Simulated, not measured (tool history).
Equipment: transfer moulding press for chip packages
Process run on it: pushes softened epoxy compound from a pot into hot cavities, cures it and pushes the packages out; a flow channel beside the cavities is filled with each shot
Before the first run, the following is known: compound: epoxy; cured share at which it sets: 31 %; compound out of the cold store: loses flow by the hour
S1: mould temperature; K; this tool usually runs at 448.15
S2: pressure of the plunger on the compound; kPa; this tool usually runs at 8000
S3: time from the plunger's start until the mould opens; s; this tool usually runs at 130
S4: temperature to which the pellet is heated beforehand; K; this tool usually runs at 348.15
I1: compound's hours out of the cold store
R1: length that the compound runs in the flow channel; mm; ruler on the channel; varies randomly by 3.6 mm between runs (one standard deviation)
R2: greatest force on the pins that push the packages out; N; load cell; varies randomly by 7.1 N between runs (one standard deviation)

Run 1, hour 0.0: usual settings; I1 26.4. Result: R1 754 mm, R2 448 N.
Run 2, hour 33.5: usual settings; I1 44.4. Result: R1 670 mm, R2 531 N.
At hour 55.4: cavities cleaned with cleaning compound and waxed.
Run 3, hour 76.9: usual settings; I1 42.6. Result: R1 676 mm, R2 621 N.
At hour 83.7: plunger's sealing rings changed.
Run 4, hour 123.7: usual settings; I1 27.2. Result: R1 779 mm, R2 674 N.
At hour 146.8: cavities cleaned with cleaning compound and waxed.
At hour 165.6: cavities cleaned with cleaning compound and waxed, once more.
Run 5, hour 172.5: usual settings but S2 8250 kPa; I1 10.7. Result: R1 866 mm, R2 369 N.
At hour 251.4: cavities cleaned with cleaning compound and waxed.
Run 6, hour 251.4: usual settings but S2 8250 kPa; I1 38.5. Result: R1 724 mm, R2 296 N.
Run 7, hour 297.8: usual settings but S2 8250 kPa; I1 21.4. Result: R1 799 mm, R2 518 N.
At hour 340.2: cavities cleaned with cleaning compound and waxed.
Run 8, hour 372.8: usual settings but S2 8250 kPa; I1 18.0. Result: R1 809 mm, R2 457 N.
At hour 426.9: cavities cleaned with cleaning compound and waxed.
Run 9, hour 426.9: usual settings but S2 8250 kPa; I1 32.3. Result: R1 738 mm, R2 313 N.
At hour 460.6: plunger's sealing rings changed.
Run 10, hour 478.0: usual settings; I1 34.4. Result: R1 750 mm, R2 500 N.
At hour 519.6: cavities cleaned with cleaning compound and waxed.
Run 11, hour 536.2: usual settings but S1 446.15 K, S2 6820 kPa, S4 350.15 K; I1 26.3. Result: R1 720 mm, R2 461 N.
Run 12, hour 598.8: usual settings but S1 446.15 K, S2 6820 kPa, S4 350.15 K; I1 12.6. Result: R1 781 mm, R2 705 N.
At hour 610.8: cavities cleaned with cleaning compound and waxed.
Run 13, hour 645.8: usual settings but S1 452.15 K, S2 6820 kPa, S3 115 s, S4 350.15 K; I1 13.5. Result: R1 755 mm, R2 499 N.
Run 14, hour 683.4: usual settings but S2 7390 kPa; I1 37.1. Result: R1 688 mm, R2 595 N.
At hour 697.9: cavities cleaned with cleaning compound and waxed.
Run 15, hour 717.1: usual settings but S3 126 s; I1 46.7. Result: R1 681 mm, R2 409 N.
Run 16, hour 751.0: usual settings but S1 442.15 K, S2 9340 kPa, S3 135 s, S4 341.15 K; I1 33.7. Result: R1 794 mm, R2 716 N.

Run 17 has not been measured yet. What should we expect?
At hour 786.6: cavities cleaned with cleaning compound and waxed.
Run 17, hour 791.5: usual settings but S2 7050 kPa, S3 116 s, S4 339.15 K; I1 23.8. Result: R1 ?, R2 ?.

Run 17 produced R1 723 mm, R2 433 N.
Take away the tool's hidden state, keep the run-to-run variation as it was, and the same run would have given R1 750 mm, R2 344 N.

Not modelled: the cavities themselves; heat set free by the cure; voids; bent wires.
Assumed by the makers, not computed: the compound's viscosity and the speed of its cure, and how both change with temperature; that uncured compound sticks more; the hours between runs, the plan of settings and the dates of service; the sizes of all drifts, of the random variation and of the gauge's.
